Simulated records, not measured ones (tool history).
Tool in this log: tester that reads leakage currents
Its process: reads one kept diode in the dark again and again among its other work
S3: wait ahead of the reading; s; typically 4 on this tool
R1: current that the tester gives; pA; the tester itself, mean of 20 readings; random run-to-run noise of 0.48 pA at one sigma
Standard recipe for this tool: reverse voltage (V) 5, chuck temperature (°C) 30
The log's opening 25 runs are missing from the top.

Run 26, day 28.992: usual settings but reverse voltage (V) 17.04, chuck temperature (°C) 41, S3 1.07 s. Result: R1 898.17 pA.
Run 27, day 30.408: usual settings but reverse voltage (V) 1.84, chuck temperature (°C) 28, S3 1.1 s. Result: R1 89.6 pA.
Run 28, day 31.725: usual settings but reverse voltage (V) 1.84, chuck temperature (°C) 49, S3 1.36 s. Result: R1 555.38 pA.
Run 29, day 32.779: usual settings but reverse voltage (V) 1.3, chuck temperature (°C) 57, S3 4.33 s. Result: R1 879.8 pA.
Run 30, day 33.642: usual settings but chuck temperature (°C) 32, S3 8.35 s. Result: R1 215.49 pA.
Run 31, day 34.321: usual settings but chuck temperature (°C) 22, S3 0.48 s. Result: R1 90.2 pA.
At day 35.088: probe card cleaned and baked.
Run 32, day 35.312: usual settings but chuck temperature (°C) 22, S3 0.48 s. Result: R1 84.66 pA.
Run 33, day 36.804: usual settings but reverse voltage (V) 2.95, chuck temperature (°C) 32, S3 1.26 s. Result: R1 161.26 pA.
Run 34, day 37.588: usual settings but reverse voltage (V) 1.1, chuck temperature (°C) 58, S3 2.42 s. Result: R1 870.46 pA.
Run 35, day 38.679: usual settings but reverse voltage (V) 2.98, chuck temperature (°C) 38, S3 9.84 s. Result: R1 276.52 pA.
Run 36, day 40.179: usual settings but S3 3.7 s. Result: R1 174.27 pA.
Run 37, day 41.188: usual settings but S3 0.87 s. Result: R1 175.33 pA.
Run 38, day 41.821: usual settings but S3 0.87 s. Result: R1 175.92 pA.

Each row is a separate what-if for the run after 38, all from the same tool condition, not one after another. Results?
Run A, day 43.392: usual settings but chuck temperature (°C) 39. Result: R1 ?.
Run B, day 43.392: usual settings but reverse voltage (V) 3.15, chuck temperature (°C) 32, S3 0.64 s. Result: R1 ?.
Run C, day 43.392: usual settings but reverse voltage (V) 12.93, chuck temperature (°C) 38, S3 1.07 s. Result: R1 ?.

run      R1
  A  390.37
  B  166.52
  C  586.38
Take away the tool's hidden state, keep each run's random variation, and the runs would have read:
run      R1
  A  403.46
  B  172.29
  C  605.66
